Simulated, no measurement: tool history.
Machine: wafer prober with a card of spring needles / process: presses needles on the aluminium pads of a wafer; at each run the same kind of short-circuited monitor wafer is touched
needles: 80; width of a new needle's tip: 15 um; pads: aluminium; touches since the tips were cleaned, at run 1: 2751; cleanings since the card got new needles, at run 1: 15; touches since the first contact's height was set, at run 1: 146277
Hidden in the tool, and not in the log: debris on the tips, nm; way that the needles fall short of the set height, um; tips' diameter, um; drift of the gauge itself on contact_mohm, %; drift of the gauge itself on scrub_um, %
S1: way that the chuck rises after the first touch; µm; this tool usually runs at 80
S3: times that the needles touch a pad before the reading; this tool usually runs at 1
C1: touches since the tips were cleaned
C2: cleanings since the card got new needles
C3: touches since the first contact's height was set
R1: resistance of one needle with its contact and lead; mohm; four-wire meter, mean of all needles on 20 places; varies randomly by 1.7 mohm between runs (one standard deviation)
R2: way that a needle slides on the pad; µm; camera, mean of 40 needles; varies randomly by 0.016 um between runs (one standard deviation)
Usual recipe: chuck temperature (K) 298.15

run 1 hour=0 | S1=80 chuck_temperature_(K)=298.15 S3=1 | C1=2751 C2=15 C3=146277 | R1=180 R2=11.29
run 2 hour=17.2 | S1=80 chuck_temperature_(K)=298.15 S3=1 | C1=6150 C2=15 C3=149676 | R1=182 R2=11.26
-- hour=29.3 tips cleaned on abrasive film
run 3 hour=32.6 | S1=80 chuck_temperature_(K)=298.15 S3=1 | C1=654 C2=16 C3=152713 | R1=179 R2=11.27
run 4 hour=44.8 | S1=96 chuck_temperature_(K)=298.15 S3=1 | C1=3061 C2=16 C3=155120 | R1=179 R2=13.55
run 5 hour=61.7 | S1=96 chuck_temperature_(K)=298.15 S3=1 | C1=6408 C2=16 C3=158467 | R1=177 R2=13.52
-- hour=72.6 tips cleaned on abrasive film
run 6 hour=73.2 | S1=96 chuck_temperature_(K)=298.15 S3=1 | C1=123 C2=17 C3=160720 | R1=177 R2=13.54
run 7 hour=86.3 | S1=96 chuck_temperature_(K)=298.15 S3=1 | C1=2726 C2=17 C3=163323 | R1=178 R2=13.52
run 8 hour=105.5 | S1=96 chuck_temperature_(K)=298.15 S3=1 | C1=6527 C2=17 C3=167124 | R1=174 R2=13.52
-- hour=116.6 tips cleaned on abrasive film
run 9 hour=120.3 | S1=96 chuck_temperature_(K)=298.15 S3=1 | C1=726 C2=18 C3=170018 | R1=178 R2=13.53
run 10 hour=135 | S1=96 chuck_temperature_(K)=298.15 S3=2 | C1=3637 C2=18 C3=172929 | R1=177 R2=13.53
run 11 hour=147.8 | S1=80 chuck_temperature_(K)=298.15 S3=1 | C1=6180 C2=18 C3=175472 | R1=177 R2=11.28
-- hour=159.8 tips cleaned on abrasive film
run 12 hour=166.5 | S1=80 chuck_temperature_(K)=298.15 S3=1 | C1=1323 C2=19 C3=179153 | R1=182 R2=11.28
run 13 hour=178.7 | S1=65 chuck_temperature_(K)=346.15 S3=1 | C1=3738 C2=19 C3=181568 | R1=189 R2=9.16
run 14 hour=191.6 | S1=98 chuck_temperature_(K)=361.15 S3=2 | C1=6289 C2=19 C3=184119 | R1=187 R2=13.81
-- hour=204.2 tips cleaned on abrasive film
run 15 hour=208.1 | S1=98 chuck_temperature_(K)=361.15 S3=2 | C1=790 C2=20 C3=187375 | R1=188 R2=13.79
-- hour=216.1 height of the first contact set anew
run 16 hour=223.3 | S1=98 chuck_temperature_(K)=361.15 S3=2 | C1=3720 C2=20 C3=1413 | R1=189 R2=13.82
run 17 hour=241.2 | S1=67 chuck_temperature_(K)=298.15 S3=3 | C1=7267 C2=20 C3=4960 | R1=181 R2=9.45
-- hour=248.2 tips cleaned on abrasive film
run 18 hour=260.2 | S1=67 chuck_temperature_(K)=298.15 S3=3 | C1=2384 C2=21 C3=8706 | R1=180 R2=9.46
run 19 hour=276.3 | S1=67 chuck_temperature_(K)=298.15 S3=3 | C1=5575 C2=21 C3=11897 | R1=181 R2=9.44
-- hour=291.6 tips cleaned on abrasive film
run 20 hour=293 | S1=69 chuck_temperature_(K)=384.15 S3=1 | C1=276 C2=22 C3=15182 | R1=195 R2=9.74
run 21 hour=311.7 | S1=80 chuck_temperature_(K)=342.15 S3=1 | C1=3971 C2=22 C3=18877 | R1=188 R2=11.27
run 22 hour=326.5 | S1=84 chuck_temperature_(K)=342.15 S3=1 | C1=6910 C2=22 C3=21816 | R1=188 R2=11.81
-- hour=335.4 tips cleaned on abrasive film
run 23 hour=342.4 | S1=79 chuck_temperature_(K)=309.15 S3=2 | C1=1372 C2=23 C3=24928 | R1=182 R2=11.13
run 24 hour=351.3 | S1=80 chuck_temperature_(K)=355.15 S3=2 | C1=3135 C2=23 C3=26691 | R1=191 R2=11.29

Each row is a separate what-if for the run after 24, all from the same tool condition, not one after another. Results?
run A hour=361.2 | S1=77 chuck_temperature_(K)=307.15 S3=2 | C1=5093 C2=23 C3=28649 | R1=? R2=?
run B hour=361.2 | S1=87 chuck_temperature_(K)=335.15 S3=3 | C1=5093 C2=23 C3=28649 | R1=? R2=?
run C hour=361.2 | S1=95 chuck_temperature_(K)=298.15 S3=1 | C1=5093 C2=23 C3=28649 | R1=? R2=?
run D hour=361.2 | S1=77 chuck_temperature_(K)=324.15 S3=3 | C1=5093 C2=23 C3=28649 | R1=? R2=?
run E hour=361.2 | S1=85 chuck_temperature_(K)=302.15 S3=2 | C1=5093 C2=23 C3=28649 | R1=? R2=?

run=A R1=182 R2=10.83
run=B R1=186 R2=12.26
run=C R1=177 R2=13.41
run=D R1=186 R2=10.84
run=E R1=179 R2=12.03
What these runs would have given with no unlogged condition in the tool:
run=A R1=182 R2=10.83
run=B R1=186 R2=12.26
run=C R1=177 R2=13.41
run=D R1=186 R2=10.84
run=E R1=179 R2=12.03
